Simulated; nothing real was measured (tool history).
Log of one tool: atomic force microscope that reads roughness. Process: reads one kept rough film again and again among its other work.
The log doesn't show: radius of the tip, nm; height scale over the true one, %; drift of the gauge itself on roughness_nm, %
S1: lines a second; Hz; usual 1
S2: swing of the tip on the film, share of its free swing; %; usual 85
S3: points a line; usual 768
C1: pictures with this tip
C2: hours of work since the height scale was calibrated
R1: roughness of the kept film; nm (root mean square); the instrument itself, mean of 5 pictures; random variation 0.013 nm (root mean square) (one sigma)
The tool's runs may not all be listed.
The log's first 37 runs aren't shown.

run     day    S1  S2   S3  C1   C2     R1
     61.283  -- new tip fitted
 38  61.375     1  64  355   3   65  3.053
     63.062  -- new tip fitted
 39  63.154     1  64  355   3   86  3.093
 40  64.079  0.62  70  804  36   97  2.033
     64.838  -- new tip fitted
 41  65.242  0.54  85  768  14  110  2.487
 42  66.254     1  64  572  50  122  1.691
     66.617  -- new tip fitted
 43  67.288  2.38  56  888  23  133  2.283
 44  68.208  2.38  56  888  56  144  1.639
     68.429  -- new tip fitted
 45  69.217  3.54  79  888  27  156  1.765
     70.258  -- new tip fitted
 46  71.046  3.54  79  888  28  177  1.777
      72.05  -- new tip fitted
 47   72.05  3.54  79  888   0  188    2.6
 48  73.746  3.54  79  888  59  208  1.371
     73.888  -- new tip fitted
 49   75.55  3.54  79  888  58  229  1.263
     75.683  -- new tip fitted
 50  76.588   3.9  72  767  32  241  1.748
     77.542  -- new tip fitted
 51  77.542   3.9  72  767   0  252  2.801

Forecast each of these 3 alternatives for the next run:
  A  78.917   3.9  61  264  48  268   ?
  B  78.917  1.02  89  390  48  268   ?
  C  78.917  0.74  79  720  48  268   ?

run     R1
  A  1.532
  B  1.546
  C  1.679
Without the tool's hidden state the same runs would have given:
run     R1
  A  2.966
  B  2.988
  C  3.246
